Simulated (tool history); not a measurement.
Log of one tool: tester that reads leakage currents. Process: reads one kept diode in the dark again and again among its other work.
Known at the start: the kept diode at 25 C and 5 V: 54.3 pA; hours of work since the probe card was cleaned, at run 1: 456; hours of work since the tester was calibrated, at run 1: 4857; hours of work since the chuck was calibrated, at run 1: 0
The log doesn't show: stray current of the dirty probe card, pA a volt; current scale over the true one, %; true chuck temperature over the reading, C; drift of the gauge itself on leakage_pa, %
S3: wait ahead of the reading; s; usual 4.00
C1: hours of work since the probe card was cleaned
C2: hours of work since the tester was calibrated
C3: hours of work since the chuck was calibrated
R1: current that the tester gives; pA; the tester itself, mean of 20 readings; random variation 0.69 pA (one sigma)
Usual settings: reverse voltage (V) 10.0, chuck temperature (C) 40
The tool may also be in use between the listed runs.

Run 1, hour 0.0: usual settings; C1 456; C2 4857; C3 0. Result: R1 236.57 pA.
Run 2, hour 111.4: usual settings but S3 2.53 s; C1 523; C2 4924; C3 66. Result: R1 231.57 pA.
Run 3, hour 215.3: usual settings but S3 2.53 s; C1 585; C2 4986; C3 128. Result: R1 227.74 pA.
Run 4, hour 444.1: usual settings; C1 721; C2 5122; C3 265. Result: R1 221.13 pA.
Run 5, hour 616.9: usual settings; C1 824; C2 5225; C3 368. Result: R1 216.29 pA.
Run 6, hour 725.6: usual settings; C1 889; C2 5290; C3 432. Result: R1 213.34 pA.
Run 7, hour 921.5: usual settings; C1 1005; C2 5407; C3 549. Result: R1 207.02 pA.
Run 8, hour 1063.2: usual settings but chuck temperature (C) 25; C1 1090; C2 5491; C3 634. Result: R1 66.11 pA.
At hour 1127.2: chuck's temperature calibrated.
Run 9, hour 1229.4: usual settings but chuck temperature (C) 25; C1 1188; C2 5589; C3 61. Result: R1 77.13 pA.
Run 10, hour 1404.9: usual settings but chuck temperature (C) 25; C1 1292; C2 5694; C3 165. Result: R1 75.56 pA.
At hour 1492.7: tester calibrated.
Run 11, hour 1554.6: usual settings but S3 3.25 s; C1 1380; C2 37; C3 254. Result: R1 221.43 pA.
Run 12, hour 1695.5: usual settings but chuck temperature (C) 25; C1 1464; C2 121; C3 337. Result: R1 71.76 pA.
Run 13, hour 1881.3: usual settings but chuck temperature (C) 25; C1 1575; C2 232; C3 448. Result: R1 70.42 pA.
Run 14, hour 2018.8: usual settings but chuck temperature (C) 25; C1 1657; C2 314; C3 530. Result: R1 69.03 pA.
Run 15, hour 2171.6: usual settings; C1 1748; C2 405; C3 621. Result: R1 201.70 pA.
At hour 2259.1: chuck's temperature calibrated.
Run 16, hour 2340.8: usual settings; C1 1848; C2 504; C3 49. Result: R1 234.45 pA.
Run 17, hour 2477.8: usual settings; C1 1929; C2 586; C3 130. Result: R1 230.69 pA.
Run 18, hour 2702.5: usual settings but reverse voltage (V) 3.7, chuck temperature (C) 53, S3 0.92 s; C1 2063; C2 720; C3 264. Result: R1 375.06 pA.
Run 19, hour 2920.4: usual settings but reverse voltage (V) 1.3, chuck temperature (C) 52, S3 0.74 s; C1 2193; C2 850; C3 394. Result: R1 226.00 pA.
Run 20, hour 3025.4: usual settings but reverse voltage (V) 4.8, chuck temperature (C) 21; C1 2256; C2 912; C3 457. Result: R1 38.89 pA.
Run 21, hour 3178.3: usual settings but reverse voltage (V) 14.9, chuck temperature (C) 29; C1 2347; C2 1003; C3 548. Result: R1 114.91 pA.
Run 22, hour 3332.4: usual settings but reverse voltage (V) 16.7, chuck temperature (C) 20, S3 5.55 s; C1 2439; C2 1095; C3 640. Result: R1 67.05 pA.
At hour 3377.7: chuck's temperature calibrated.
Run 23, hour 3437.4: usual settings but reverse voltage (V) 16.7, chuck temperature (C) 20, S3 0.30 s; C1 2500; C2 1157; C3 36. Result: R1 94.29 pA.
At hour 3455.1: probe card cleaned and baked.
Run 24, hour 3630.6: usual settings but reverse voltage (V) 4.6; C1 105; C2 1270; C3 149. Result: R1 165.34 pA.
Run 25, hour 3819.8: usual settings but reverse voltage (V) 4.6; C1 217; C2 1383; C3 262. Result: R1 162.50 pA.
Run 26, hour 3939.1: usual settings but reverse voltage (V) 4.6, chuck temperature (C) 59; C1 288; C2 1454; C3 333. Result: R1 602.25 pA.
Run 27, hour 4130.1: usual settings but reverse voltage (V) 1.5; C1 402; C2 1568; C3 447. Result: R1 100.19 pA.
Run 28, hour 4368.6: usual settings but reverse voltage (V) 20.0, chuck temperature (C) 23, S3 1.59 s; C1 544; C2 1710; C3 589. Result: R1 76.46 pA.
Run 29, hour 4466.7: usual settings but reverse voltage (V) 1.0, chuck temperature (C) 54; C1 603; C2 1768; C3 647. Result: R1 222.16 pA.
At hour 4491.7: chuck's temperature calibrated.
Run 30, hour 4583.7: usual settings but reverse voltage (V) 1.2, chuck temperature (C) 34; C1 671; C2 1837; C3 55. Result: R1 64.31 pA.
Run 31, hour 4701.6: usual settings but reverse voltage (V) 12.1, chuck temperature (C) 44, S3 1.16 s; C1 742; C2 1907; C3 125. Result: R1 328.09 pA.
Run 32, hour 4935.9: usual settings but reverse voltage (V) 4.6, chuck temperature (C) 41, S3 6.77 s; C1 881; C2 2047; C3 265. Result: R1 173.38 pA.
Run 33, hour 5109.3: usual settings but reverse voltage (V) 4.6, chuck temperature (C) 41, S3 6.77 s; C1 985; C2 2150; C3 368. Result: R1 169.03 pA.
Run 34, hour 5231.1: usual settings but reverse voltage (V) 4.6, chuck temperature (C) 41, S3 6.77 s; C1 1057; C2 2223; C3 441. Result: R1 166.49 pA.

Forecast each of these 5 alternatives for the next run:
Run A, hour 5470.3: usual settings but reverse voltage (V) 6.3; C1 1200; C2 2365; C3 583. Result: R1 ?.
Run B, hour 5470.3: usual settings but reverse voltage (V) 8.1, chuck temperature (C) 42, S3 8.50 s; C1 1200; C2 2365; C3 583. Result: R1 ?.
Run C, hour 5470.3: usual settings but reverse voltage (V) 4.6, chuck temperature (C) 46, S3 6.77 s; C1 1200; C2 2365; C3 583. Result: R1 ?.
Run D, hour 5470.3: usual settings but reverse voltage (V) 3.7, chuck temperature (C) 41, S3 0.89 s; C1 1200; C2 2365; C3 583. Result: R1 ?.
Run E, hour 5470.3: usual settings but reverse voltage (V) 4.7, chuck temperature (C) 41, S3 3.66 s; C1 1200; C2 2365; C3 583. Result: R1 ?.

run      R1
  A  168.62
  B  214.40
  C  231.41
  D  148.69
  E  162.18
Without the tool's hidden state the same runs would have given:
run      R1
  A  191.44
  B  242.97
  C  263.86
  D  169.69
  E  184.83

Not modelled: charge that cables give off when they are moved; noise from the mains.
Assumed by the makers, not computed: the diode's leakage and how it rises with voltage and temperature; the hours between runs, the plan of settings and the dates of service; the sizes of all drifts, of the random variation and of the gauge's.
